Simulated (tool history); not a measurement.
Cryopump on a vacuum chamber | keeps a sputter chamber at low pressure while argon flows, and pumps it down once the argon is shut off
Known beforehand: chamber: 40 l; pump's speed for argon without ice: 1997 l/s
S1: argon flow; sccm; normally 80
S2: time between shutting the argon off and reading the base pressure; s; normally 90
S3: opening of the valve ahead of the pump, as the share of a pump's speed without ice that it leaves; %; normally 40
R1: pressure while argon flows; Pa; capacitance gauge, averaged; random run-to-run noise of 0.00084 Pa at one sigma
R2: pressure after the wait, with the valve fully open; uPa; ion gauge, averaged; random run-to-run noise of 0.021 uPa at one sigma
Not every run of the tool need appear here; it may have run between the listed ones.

run     day   S1   S2  S3      R1    R2
  1       0   80   90  40  0.1761  0.97
  2   1.654   80   90  18  0.3835  1.02
  3   2.604   80   90  18  0.3811  1.02
  4   3.696   62   90  40  0.1365  1.06
  5   5.742   62   90  40  0.1369   1.1
  6   6.904   62   90  43   0.129   1.1
  7   9.062   62   90  43  0.1291  1.15
  8  11.225   62   90  43  0.1305  1.24
  9  13.388   62   90  43    0.13  1.22
 10  15.471   46   90  43  0.0978  1.32
     16.133  -- pump warmed up, emptied and cooled again
 11  16.775   46   90  43  0.0907  1.13
 12  18.221   46   90  43  0.0921  1.16
 13    19.4   46   90  43  0.0912  1.17
 14  21.483   46   90  43  0.0915  1.22
 15  22.396   46   90  43  0.0922  1.21
 16  23.596   80   90  40  0.1729  1.26
 17    25.1   80   90  40  0.1709  1.27
 18  25.983   80   90  40  0.1733  1.31
 19  27.288  150   60  40  0.3266  1.41
 20  28.692   42   99  30  0.1208  1.35
 21  30.354   42   99  30  0.1216   1.4
 22  31.858   79   83  40  0.1718  1.41
 23  33.942   80   22  40  0.1762  2.13
 24  35.333   80   22  40  0.1758  2.15
 25  37.054   80   22  40   0.176   2.2
 26  38.442   80   83  40  0.1779  1.59
 27  40.408  119   28  46  0.2332  2.06
 28  41.858   80   90  20  0.3499  1.66
 29  43.125   48  186  38  0.1123   1.5
 30  44.808   48  186  38  0.1144  1.65
 31  46.142   53   42  40  0.1202  1.96
 32   47.95  118   42  32  0.3312  2.02
 33  49.358   75  172  40  0.1696  1.72

Here are 5 independent what-if runs from the current tool condition. What would each one return?
     50.117  -- pump warmed up, emptied and cooled again
  A  50.708  75   58  23   ?   ?
     50.117  -- pump warmed up, emptied and cooled again
  B  50.708  80   90  50   ?   ?
     50.117  -- pump warmed up, emptied and cooled again
  C  50.708  75  172  41   ?   ?
     50.117  -- pump warmed up, emptied and cooled again
  D  50.708  36  172  40   ?   ?
     50.117  -- pump warmed up, emptied and cooled again
  E  50.708  51  184  40   ?   ?

run      R1    R2
  A  0.2766   1.7
  B  0.1392  1.48
  C   0.156  1.54
  D  0.0758  1.51
  E  0.1085  1.49
With the hidden condition removed and each run's random variation left untouched, the same runs would have given:
run      R1    R2
  A  0.2758  0.49
  B  0.1384   0.3
  C  0.1553   0.3
  D  0.0755  0.28
  E   0.108  0.27
